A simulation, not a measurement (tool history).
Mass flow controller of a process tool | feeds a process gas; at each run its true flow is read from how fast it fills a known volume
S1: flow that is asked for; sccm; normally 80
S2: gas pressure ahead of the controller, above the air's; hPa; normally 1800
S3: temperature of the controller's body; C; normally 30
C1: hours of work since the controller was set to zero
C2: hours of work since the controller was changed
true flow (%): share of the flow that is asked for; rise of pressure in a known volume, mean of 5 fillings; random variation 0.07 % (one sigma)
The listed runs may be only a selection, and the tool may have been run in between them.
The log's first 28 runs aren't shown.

Run 29, day 368.608: usual settings but S1 28 sccm, S2 2510 hPa, S3 25 C; C1 1694; C2 8588. Result: true flow (%) 99.53.
Run 30, day 376.662: usual settings but S1 12 sccm, S3 31 C; C1 1813; C2 8706. Result: true flow (%) 98.97.
Run 31, day 392.446: usual settings but S2 2160 hPa, S3 28 C; C1 2045; C2 8938. Result: true flow (%) 100.94.
Run 32, day 410.896: usual settings but S2 2160 hPa, S3 28 C; C1 2316; C2 9210. Result: true flow (%) 101.19.
Run 33, day 422.858: usual settings but S2 2160 hPa, S3 28 C; C1 2492; C2 9386. Result: true flow (%) 101.39.
Run 34, day 434.112: usual settings but S1 99 sccm, S2 2550 hPa; C1 2658; C2 9551. Result: true flow (%) 101.69.
Run 35, day 445.271: usual settings but S1 99 sccm, S2 2550 hPa; C1 2822; C2 9715. Result: true flow (%) 101.73.
Run 36, day 462.279: usual settings but S1 26 sccm, S2 2550 hPa, S3 37 C; C1 3072; C2 9965. Result: true flow (%) 99.30.
At day 465.312: gauge calibrated.
Run 37, day 472.996: usual settings but S1 12 sccm, S2 2550 hPa, S3 37 C; C1 3229; C2 10123. Result: true flow (%) 96.61.
Run 38, day 489.888: usual settings but S1 12 sccm, S2 2550 hPa, S3 37 C; C1 3478; C2 10371. Result: true flow (%) 96.69.
Run 39, day 500.896: usual settings but S1 97 sccm, S2 2310 hPa, S3 36 C; C1 3640; C2 10533. Result: true flow (%) 99.22.
Run 40, day 509.754: usual settings but S1 32 sccm, S2 2760 hPa, S3 21 C; C1 3770; C2 10663. Result: true flow (%) 98.29.
Run 41, day 526.400: usual settings but S1 32 sccm, S2 2760 hPa, S3 21 C; C1 4015; C2 10908. Result: true flow (%) 98.74.
Run 42, day 544.942: usual settings but S1 13 sccm, S2 1900 hPa, S3 34 C; C1 4288; C2 11181. Result: true flow (%) 97.83.
Run 43, day 558.092: usual settings but S1 92 sccm, S2 1760 hPa; C1 4481; C2 11374. Result: true flow (%) 100.49.
Run 44, day 566.217: usual settings but S1 16 sccm, S2 2440 hPa; C1 4600; C2 11494. Result: true flow (%) 97.96.
Run 45, day 578.804: usual settings but S1 24 sccm, S2 2440 hPa, S3 36 C; C1 4786; C2 11679. Result: true flow (%) 97.94.
Run 46, day 590.321: usual settings but S1 41 sccm, S3 20 C; C1 4955; C2 11848. Result: true flow (%) 99.97.
Run 47, day 602.258: usual settings but S1 29 sccm, S3 32 C; C1 5131; C2 12024. Result: true flow (%) 98.89.

Here are 4 independent what-if runs from the current tool condition. What would each one return?
Run A, day 617.746: usual settings but S1 25 sccm, S3 34 C; C1 5358; C2 12252. Result: true flow (%) ?.
Run B, day 617.746: usual settings but S1 12 sccm, S3 38 C; C1 5358; C2 12252. Result: true flow (%) ?.
Run C, day 617.746: usual settings but S1 15 sccm, S2 2600 hPa, S3 26 C; C1 5358; C2 12252. Result: true flow (%) ?.
Run D, day 617.746: usual settings but S1 29 sccm, S3 31 C; C1 5358; C2 12252. Result: true flow (%) ?.

run  true flow (%)
  A          98.78
  B          98.08
  C          98.58
  D          98.98
With the hidden condition removed and each run's random variation left untouched, the same runs would have given:
run  true flow (%)
  A          97.49
  B          96.78
  C          97.28
  D          97.69
